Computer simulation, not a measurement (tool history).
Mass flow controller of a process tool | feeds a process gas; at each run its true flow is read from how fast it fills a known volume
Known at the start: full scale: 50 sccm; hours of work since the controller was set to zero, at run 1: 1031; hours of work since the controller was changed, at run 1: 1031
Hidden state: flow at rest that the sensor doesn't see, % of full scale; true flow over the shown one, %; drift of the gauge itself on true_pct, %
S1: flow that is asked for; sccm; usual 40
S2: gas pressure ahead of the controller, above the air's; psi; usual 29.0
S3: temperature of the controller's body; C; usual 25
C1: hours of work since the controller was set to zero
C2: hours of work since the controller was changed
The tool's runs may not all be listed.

{"run": 1, "hour": 0.0, "S1": 40, "S2": 29.0, "S3": 25, "C1": 1031, "C2": 1031, "true flow (%)": 99.75}
{"run": 2, "hour": 98.0, "S1": 40, "S2": 32.5, "S3": 25, "C1": 1094, "C2": 1094, "true flow (%)": 99.68}
{"run": 3, "hour": 220.6, "S1": 40, "S2": 29.0, "S3": 25, "C1": 1173, "C2": 1173, "true flow (%)": 99.67}
{"run": 4, "hour": 308.0, "S1": 40, "S2": 29.0, "S3": 22, "C1": 1229, "C2": 1229, "true flow (%)": 99.74}
{"run": 5, "hour": 439.6, "S1": 40, "S2": 29.0, "S3": 25, "C1": 1313, "C2": 1313, "true flow (%)": 99.8}
{"run": 6, "hour": 522.6, "S1": 40, "S2": 29.0, "S3": 25, "C1": 1367, "C2": 1367, "true flow (%)": 99.76}
{"run": 7, "hour": 603.6, "S1": 40, "S2": 29.0, "S3": 25, "C1": 1419, "C2": 1419, "true flow (%)": 99.64}
{"run": 8, "hour": 680.8, "S1": 40, "S2": 29.0, "S3": 25, "C1": 1468, "C2": 1468, "true flow (%)": 99.73}
{"run": 9, "hour": 750.2, "S1": 40, "S2": 29.0, "S3": 25, "C1": 1513, "C2": 1513, "true flow (%)": 99.8}
{"run": 10, "hour": 876.9, "S1": 33, "S2": 29.0, "S3": 25, "C1": 1594, "C2": 1594, "true flow (%)": 99.63}
{"run": 11, "hour": 983.7, "S1": 40, "S2": 29.0, "S3": 26, "C1": 1663, "C2": 1663, "true flow (%)": 99.68}
{"run": 12, "hour": 1087.0, "S1": 40, "S2": 29.0, "S3": 26, "C1": 1729, "C2": 1729, "true flow (%)": 99.76}
{"run": 13, "hour": 1173.5, "S1": 40, "S2": 29.0, "S3": 26, "C1": 1785, "C2": 1785, "true flow (%)": 99.8}

Forecast run 14:
{"run": 14, "hour": 1291.6, "S1": 40, "S2": 29.0, "S3": 37, "C1": 1860, "C2": 1860, "true flow (%)": "?"}

true flow (%): 99.47
Without the tool's hidden state the same run would have given true flow (%) 99.47.
